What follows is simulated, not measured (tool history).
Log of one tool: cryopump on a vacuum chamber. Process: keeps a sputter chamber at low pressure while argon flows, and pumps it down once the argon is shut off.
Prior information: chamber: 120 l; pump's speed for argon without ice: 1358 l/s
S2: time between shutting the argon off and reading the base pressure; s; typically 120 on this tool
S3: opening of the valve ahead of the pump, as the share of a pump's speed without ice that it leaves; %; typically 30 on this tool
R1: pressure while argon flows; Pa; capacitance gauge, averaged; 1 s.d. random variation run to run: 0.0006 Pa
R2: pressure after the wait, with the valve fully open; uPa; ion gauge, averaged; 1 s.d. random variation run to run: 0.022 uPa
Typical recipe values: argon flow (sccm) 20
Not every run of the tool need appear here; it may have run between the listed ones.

Run 1, hour 0.0: usual settings. Result: R1 0.0847 Pa, R2 0.79 uPa.
Run 2, hour 125.8: usual settings but argon flow (sccm) 16. Result: R1 0.0677 Pa, R2 0.93 uPa.
Run 3, hour 183.5: usual settings. Result: R1 0.0859 Pa, R2 0.96 uPa.
Run 4, hour 262.1: usual settings. Result: R1 0.0847 Pa, R2 0.97 uPa.
Run 5, hour 360.4: usual settings but S2 28 s. Result: R1 0.0856 Pa, R2 2.27 uPa.
Run 6, hour 445.0: usual settings. Result: R1 0.0844 Pa, R2 1.17 uPa.
Run 7, hour 544.6: usual settings. Result: R1 0.0869 Pa, R2 1.24 uPa.
Run 8, hour 621.8: usual settings but argon flow (sccm) 10. Result: R1 0.0438 Pa, R2 1.26 uPa.
Run 9, hour 713.1: usual settings but argon flow (sccm) 22. Result: R1 0.0963 Pa, R2 1.36 uPa.
Run 10, hour 769.8: usual settings but argon flow (sccm) 22. Result: R1 0.0955 Pa, R2 1.39 uPa.
Run 11, hour 847.5: usual settings but argon flow (sccm) 22. Result: R1 0.0968 Pa, R2 1.42 uPa.
Run 12, hour 961.1: usual settings but argon flow (sccm) 22. Result: R1 0.0980 Pa, R2 1.55 uPa.
Run 13, hour 1065.9: usual settings but argon flow (sccm) 22, S2 35 s. Result: R1 0.0925 Pa, R2 2.40 uPa.
Run 14, hour 1175.5: usual settings but argon flow (sccm) 22, S2 35 s. Result: R1 0.0920 Pa, R2 2.47 uPa.
Run 15, hour 1294.3: usual settings. Result: R1 0.0851 Pa, R2 1.55 uPa.
Run 16, hour 1373.6: usual settings but argon flow (sccm) 27. Result: R1 0.1153 Pa, R2 0.68 uPa.
Run 17, hour 1489.5: usual settings but argon flow (sccm) 27. Result: R1 0.1144 Pa, R2 0.71 uPa.
Run 18, hour 1545.0: usual settings but argon flow (sccm) 27. Result: R1 0.1145 Pa, R2 0.78 uPa.
Run 19, hour 1663.4: usual settings but argon flow (sccm) 27. Result: R1 0.1168 Pa, R2 0.84 uPa.
Run 20, hour 1778.0: usual settings but argon flow (sccm) 23, S2 100 s, S3 55 %. Result: R1 0.0560 Pa, R2 0.97 uPa.
Run 21, hour 1857.6: usual settings but argon flow (sccm) 22, S2 283 s, S3 29 %. Result: R1 0.0993 Pa, R2 0.80 uPa.
Run 22, hour 1939.1: usual settings but argon flow (sccm) 34, S2 283 s, S3 20 %. Result: R1 0.2179 Pa, R2 0.82 uPa.
Run 23, hour 2016.7: usual settings but argon flow (sccm) 34, S2 283 s, S3 20 %. Result: R1 0.2180 Pa, R2 0.85 uPa.
Run 24, hour 2139.0: usual settings but argon flow (sccm) 34, S2 283 s, S3 20 %. Result: R1 0.2194 Pa, R2 0.94 uPa.
Run 25, hour 2231.6: usual settings but argon flow (sccm) 34, S2 283 s, S3 20 %. Result: R1 0.2188 Pa, R2 1.00 uPa.
Run 26, hour 2308.7: usual settings but argon flow (sccm) 17, S2 31 s, S3 20 %. Result: R1 0.1093 Pa, R2 2.36 uPa.
Run 27, hour 2366.8: usual settings but argon flow (sccm) 22, S3 29 %. Result: R1 0.1002 Pa, R2 1.39 uPa.
Run 28, hour 2498.8: usual settings but argon flow (sccm) 25, S2 153 s, S3 34 %. Result: R1 0.0930 Pa, R2 1.20 uPa.
Run 29, hour 2565.9: usual settings but argon flow (sccm) 31. Result: R1 0.1307 Pa, R2 1.35 uPa.
Run 30, hour 2655.8: usual settings but argon flow (sccm) 14, S2 43 s. Result: R1 0.0592 Pa, R2 1.99 uPa.
Run 31, hour 2727.8: usual settings but argon flow (sccm) 33, S2 43 s, S3 59 %. Result: R1 0.0723 Pa, R2 2.13 uPa.
Run 32, hour 2836.0: usual settings but argon flow (sccm) 8, S2 23 s, S3 19 %. Result: R1 0.0536 Pa, R2 3.09 uPa.
Run 33, hour 2934.5: usual settings but argon flow (sccm) 9, S2 31 s, S3 36 %. Result: R1 0.0324 Pa, R2 2.61 uPa.

Missing from the log above: 3 entries noted between runs. For each, name the pair of listed runs it sits between and say how the tool's hidden condition differs from the listed run just before to the listed run just after:
Run 12 -> run 13: pump warmed up, emptied and cooled again (hour 998.9)
  pump's speed, % of a pump's without ice: 84.2 -> 99.3; cold plate's temperature, K: 13 -> 13.03; leak into the chamber, uPa l/s: 1339 -> 1415
  measured result minus the result with no hidden state, R1: +0.0058 -> +0.0008 Pa; R2: +0.96 -> +0.88 uPa
Run 15 -> run 16: leaking fittings of the chamber tightened, without venting (hour 1313.4)
  pump's speed, % of a pump's without ice: 96.9 -> 96; cold plate's temperature, K: 13.1 -> 13.13; leak into the chamber, uPa l/s: 1593 -> 368
  measured result minus the result with no hidden state, R1: +0.0013 -> +0.0023 Pa; R2: +1.02 -> +0.07 uPa
Run 27 -> run 28: pump warmed up, emptied and cooled again (hour 2491.4)
  pump's speed, % of a pump's without ice: 85.5 -> 99.6; cold plate's temperature, K: 13.44 -> 13.48; leak into the chamber, uPa l/s: 1127 -> 1217
  measured result minus the result with no hidden state, R1: +0.0056 -> +0.0011 Pa; R2: +0.78 -> +0.70 uPa

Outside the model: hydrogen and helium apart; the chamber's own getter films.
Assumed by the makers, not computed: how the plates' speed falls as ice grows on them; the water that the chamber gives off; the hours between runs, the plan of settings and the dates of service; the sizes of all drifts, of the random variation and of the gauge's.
